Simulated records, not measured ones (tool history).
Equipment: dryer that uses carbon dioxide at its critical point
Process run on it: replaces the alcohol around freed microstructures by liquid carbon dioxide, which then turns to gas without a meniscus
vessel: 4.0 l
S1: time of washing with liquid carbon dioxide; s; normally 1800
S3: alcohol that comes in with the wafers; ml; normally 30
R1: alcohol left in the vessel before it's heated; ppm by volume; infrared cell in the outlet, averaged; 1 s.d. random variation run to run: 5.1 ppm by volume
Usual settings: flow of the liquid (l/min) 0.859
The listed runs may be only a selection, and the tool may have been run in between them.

{"run": 1, "hour": 0.0, "S1": 1800, "flow of the liquid (l/min)": 0.859, "S3": 30, "R1": 85}
{"run": 2, "hour": 37.7, "S1": 1800, "flow of the liquid (l/min)": 0.859, "S3": 30, "R1": 84}
{"hour": 50.0, "done": "inlet filter changed"}
{"run": 3, "hour": 67.7, "S1": 1800, "flow of the liquid (l/min)": 0.859, "S3": 30, "R1": 72}
{"run": 4, "hour": 90.1, "S1": 1620, "flow of the liquid (l/min)": 0.859, "S3": 30, "R1": 116}
{"run": 5, "hour": 110.7, "S1": 1620, "flow of the liquid (l/min)": 1.404, "S3": 30, "R1": 26}
{"run": 6, "hour": 142.2, "S1": 1800, "flow of the liquid (l/min)": 0.985, "S3": 30, "R1": 54}
{"run": 7, "hour": 164.3, "S1": 1800, "flow of the liquid (l/min)": 0.985, "S3": 30, "R1": 53}
{"run": 8, "hour": 192.7, "S1": 1800, "flow of the liquid (l/min)": 0.985, "S3": 30, "R1": 39}
{"run": 9, "hour": 218.2, "S1": 1800, "flow of the liquid (l/min)": 0.985, "S3": 30, "R1": 55}
{"run": 10, "hour": 247.7, "S1": 1800, "flow of the liquid (l/min)": 1.084, "S3": 30, "R1": 54}
{"run": 11, "hour": 269.9, "S1": 1800, "flow of the liquid (l/min)": 1.084, "S3": 30, "R1": 46}
{"run": 12, "hour": 285.4, "S1": 1800, "flow of the liquid (l/min)": 1.084, "S3": 30, "R1": 50}
{"run": 13, "hour": 317.4, "S1": 1800, "flow of the liquid (l/min)": 0.859, "S3": 30, "R1": 87}
{"run": 14, "hour": 345.3, "S1": 1800, "flow of the liquid (l/min)": 0.859, "S3": 30, "R1": 95}
{"run": 15, "hour": 364.2, "S1": 1800, "flow of the liquid (l/min)": 0.859, "S3": 30, "R1": 88}
{"run": 16, "hour": 400.5, "S1": 1680, "flow of the liquid (l/min)": 0.859, "S3": 30, "R1": 107}
{"run": 17, "hour": 419.6, "S1": 1680, "flow of the liquid (l/min)": 0.859, "S3": 21, "R1": 97}
{"run": 18, "hour": 455.1, "S1": 1680, "flow of the liquid (l/min)": 0.859, "S3": 21, "R1": 102}
{"run": 19, "hour": 471.7, "S1": 1680, "flow of the liquid (l/min)": 0.859, "S3": 21, "R1": 93}
{"run": 20, "hour": 489.2, "S1": 1680, "flow of the liquid (l/min)": 0.859, "S3": 21, "R1": 101}
{"run": 21, "hour": 507.3, "S1": 1320, "flow of the liquid (l/min)": 1.077, "S3": 27, "R1": 121}
{"run": 22, "hour": 526.5, "S1": 1200, "flow of the liquid (l/min)": 0.93, "S3": 89, "R1": 714}
{"run": 23, "hour": 559.4, "S1": 1620, "flow of the liquid (l/min)": 1.38, "S3": 26, "R1": 46}
{"run": 24, "hour": 592.7, "S1": 1620, "flow of the liquid (l/min)": 1.38, "S3": 26, "R1": 45}
{"run": 25, "hour": 622.1, "S1": 1800, "flow of the liquid (l/min)": 0.955, "S3": 62, "R1": 120}
{"run": 26, "hour": 648.2, "S1": 1920, "flow of the liquid (l/min)": 0.859, "S3": 30, "R1": 93}
{"run": 27, "hour": 664.8, "S1": 1680, "flow of the liquid (l/min)": 1.221, "S3": 117, "R1": 92}
{"run": 28, "hour": 687.6, "S1": 1080, "flow of the liquid (l/min)": 0.872, "S3": 117, "R1": 1611}
{"run": 29, "hour": 703.2, "S1": 1080, "flow of the liquid (l/min)": 1.378, "S3": 52, "R1": 194}
{"run": 30, "hour": 719.5, "S1": 1740, "flow of the liquid (l/min)": 0.685, "S3": 27, "R1": 224}
{"run": 31, "hour": 744.1, "S1": 1740, "flow of the liquid (l/min)": 0.685, "S3": 27, "R1": 216}
{"run": 32, "hour": 764.3, "S1": 1740, "flow of the liquid (l/min)": 0.685, "S3": 22, "R1": 189}
{"run": 33, "hour": 791.6, "S1": 1800, "flow of the liquid (l/min)": 0.874, "S3": 104, "R1": 247}
{"run": 34, "hour": 807.2, "S1": 1800, "flow of the liquid (l/min)": 0.874, "S3": 104, "R1": 264}
{"run": 35, "hour": 834.6, "S1": 2640, "flow of the liquid (l/min)": 0.547, "S3": 42, "R1": 191}
{"run": 36, "hour": 864.6, "S1": 2640, "flow of the liquid (l/min)": 1.365, "S3": 42, "R1": 50}
{"hour": 881.3, "done": "inlet filter changed"}
{"run": 37, "hour": 890.4, "S1": 1800, "flow of the liquid (l/min)": 0.778, "S3": 32, "R1": 147}

5 ways to go on from here, each from the tool as it stands after run 37. What would each give?
{"run": "A", "hour": 919.7, "S1": 1560, "flow of the liquid (l/min)": 1.064, "S3": 89, "R1": "?"}
{"run": "B", "hour": 919.7, "S1": 1680, "flow of the liquid (l/min)": 0.552, "S3": 34, "R1": "?"}
{"run": "C", "hour": 919.7, "S1": 2160, "flow of the liquid (l/min)": 0.778, "S3": 72, "R1": "?"}
{"run": "D", "hour": 919.7, "S1": 2400, "flow of the liquid (l/min)": 0.778, "S3": 32, "R1": "?"}
{"run": "E", "hour": 919.7, "S1": 2340, "flow of the liquid (l/min)": 1.392, "S3": 56, "R1": "?"}

run=A R1=171
run=B R1=484
run=C R1=141
run=D R1=82
run=E R1=67
With no hidden state in the tool, these same runs would have given:
run=A R1=114
run=B R1=421
run=C R1=83
run=D R1=27
run=E R1=13
